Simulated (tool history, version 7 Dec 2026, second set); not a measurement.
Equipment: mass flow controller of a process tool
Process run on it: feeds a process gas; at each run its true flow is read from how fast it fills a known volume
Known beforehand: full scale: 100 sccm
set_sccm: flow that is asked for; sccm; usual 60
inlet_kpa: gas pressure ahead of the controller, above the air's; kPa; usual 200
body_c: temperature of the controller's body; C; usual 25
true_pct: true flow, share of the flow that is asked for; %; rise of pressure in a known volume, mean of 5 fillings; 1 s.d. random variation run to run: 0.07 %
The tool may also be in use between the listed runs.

run	hour	set_sccm	inlet_kpa	body_c	true_pct
1	0.0	60	200	25	98.87
2	75.3	60	200	25	98.83
3	136.1	60	200	25	98.69
4	184.4	60	200	25	98.79
5	227.1	60	200	25	98.70
6	289.5	60	141	25	98.31
7	335.1	60	141	25	98.28
8	404.5	60	141	25	98.20
9	453.3	60	200	31	99.36
10	529.2	78	201	21	98.93
11	579.7	78	201	21	99.02
12	613.6	26	267	25	98.20

Predict each of these 5 candidate next runs independently; none follows another, all start after run 12:
A	666.3	60	260	26	?
B	666.3	11	267	33	?
C	666.3	26	279	26	?
D	666.3	19	228	36	?
E	666.3	26	151	36	?

run	true_pct
A	99.24
B	98.48
C	98.35
D	98.80
E	98.48
The same runs, with their run-to-run variation unchanged, on a tool lacking any hidden condition would have given:
run	true_pct
A	99.24
B	98.49
C	98.35
D	98.80
E	98.48
